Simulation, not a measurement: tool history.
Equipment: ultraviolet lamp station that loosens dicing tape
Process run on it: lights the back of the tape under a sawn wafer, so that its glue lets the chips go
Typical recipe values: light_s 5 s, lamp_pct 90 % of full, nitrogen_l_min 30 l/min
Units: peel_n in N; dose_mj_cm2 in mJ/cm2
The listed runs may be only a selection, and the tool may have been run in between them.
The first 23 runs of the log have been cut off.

run,hour,light_s,lamp_pct,nitrogen_l_min,peel_n,dose_mj_cm2
24,210.9,5,65,12,0.920,329
25,219.7,5,96,25,0.263,486
26,233.1,5,96,25,0.269,482
27,245.9,3,89,30,0.768,272
28,256.4,3,64,40,1.055,195
29,263.3,9,89,16,0.124,811
30,269.0,6,75,30,0.262,454
31,281.9,6,75,30,0.263,454
32,290.2,6,75,30,0.270,452
33,299.6,6,75,30,0.264,454
34,305.8,2,90,24,1.435,183
35,318.9,2,90,24,1.378,182
36,332.9,6,66,30,0.362,396
37,343.1,6,66,30,0.348,401
38,354.9,3,68,34,0.998,207
39,361.8,7,91,27,0.156,649
40,373.7,8,84,15,0.199,675
41,385.2,2,84,20,1.595,170
42,393.4,3,90,10,1.293,269
43,402.8,5,65,23,0.629,326
44,410.3,5,65,23,0.600,325

Alternative continuations, all from the tool just after run 44; predict every row:
A,417.0,8,71,23,?,?
B,417.0,5,60,28,?,?
C,417.0,3,89,30,?,?

run,peel_n,dose_mj_cm2
A,0.196,579
B,0.599,301
C,0.745,266
Take away the tool's hidden state, keep each run's random variation, and the runs would have read:
run,peel_n,dose_mj_cm2
A,0.196,579
B,0.598,301
C,0.745,267

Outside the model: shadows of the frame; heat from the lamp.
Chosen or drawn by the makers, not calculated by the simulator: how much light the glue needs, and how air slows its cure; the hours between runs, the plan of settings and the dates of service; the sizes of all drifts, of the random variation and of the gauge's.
